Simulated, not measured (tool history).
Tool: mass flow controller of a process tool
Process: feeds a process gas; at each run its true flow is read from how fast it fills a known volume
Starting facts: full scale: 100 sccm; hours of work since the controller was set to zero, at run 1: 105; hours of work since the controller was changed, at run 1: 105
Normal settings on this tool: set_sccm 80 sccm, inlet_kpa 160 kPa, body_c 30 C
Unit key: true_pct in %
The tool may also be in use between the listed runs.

run,hour,set_sccm,inlet_kpa,body_c,hours of work since the controller was set to zero,hours of work since the controller was changed,true_pct
1,0,80,160,30,105,105,99.41
2,65.9,80,160,30,157,157,99.3
3,164.8,80,154,30,235,235,99.43
4,245.6,17,160,30,299,299,98.56
5,329.2,28,160,30,364,364,98.71
6,452.3,52,160,30,461,461,98.95
7,588.8,80,160,26,569,569,99.63
8,716.4,80,160,30,669,669,99.38
9,817.8,80,160,24,749,749,99.9
10,919.9,80,160,24,830,830,100.11
11,1008.7,80,160,40,900,900,98.48
12,1128,80,160,40,993,993,98.6
13,1191.6,80,160,30,1044,1044,99.35
14,1275.2,80,160,30,1109,1109,99.35
15,1378.3,80,160,30,1191,1191,99.43
16,1479.3,80,160,30,1270,1270,99.4
17,1551.3,80,160,30,1327,1327,99.51
18,1674.8,54,160,30,1424,1424,99.21
19,1795.3,54,160,30,1519,1519,99.28
20,1925.7,54,160,30,1622,1622,99.22
21,1999.3,75,142,33,1680,1680,99.26
22,2112.1,75,142,33,1768,1768,99.25
23,2215.4,68,142,28,1850,1850,99.4
24,2333.3,68,142,28,1943,1943,99.75
25,2411.7,14,205,24,2004,2004,101.8
26,2509.7,17,198,26,2082,2082,101.2
27,2646.2,33,190,28,2189,2189,99.71
28,2725.1,33,190,28,2251,2251,99.87
29,2782.3,75,205,25,2296,2296,99.86
30,2851.3,31,154,37,2351,2351,99.38
31,2935.2,36,221,38,2417,2417,98.81
32,3055.9,13,260,30,2512,2512,102.22
33,3175,11,195,32,2605,2605,103.15
34,3301,11,195,32,2705,2705,103.57
35,3414.2,11,195,32,2794,2794,103.82
36,3535.1,26,154,22,2889,2889,101.38
37,3597.7,26,218,33,2938,2938,100.21
38,3724,74,249,23,3038,3038,99.79

Difference, measured minus no-hidden-state, one row per run. Run-to-run variation is common to both terms; the gauge's own scatter need not be:
Hidden state present: flow at rest that the sensor doesn't see, % of full scale; true flow over the shown one, %; drift of the gauge itself on true_pct, %.
run,true_pct
1,-0.03
2,-0.03
3,-0.02
4,+0.36
5,+0.22
6,+0.09
7,+0
8,+0.01
9,+0.02
10,+0.02
11,+0.03
12,+0.04
13,+0.04
14,+0.05
15,+0.06
16,+0.07
17,+0.07
18,+0.3
19,+0.32
20,+0.35
21,+0.14
22,+0.14
23,+0.22
24,+0.23
25,+3.2
26,+2.64
27,+1.15
28,+1.19
29,+0.2
30,+1.37
31,+1.13
32,+4.38
33,+5.5
34,+5.73
35,+5.92
36,+2.16
37,+2.2
38,+0.29
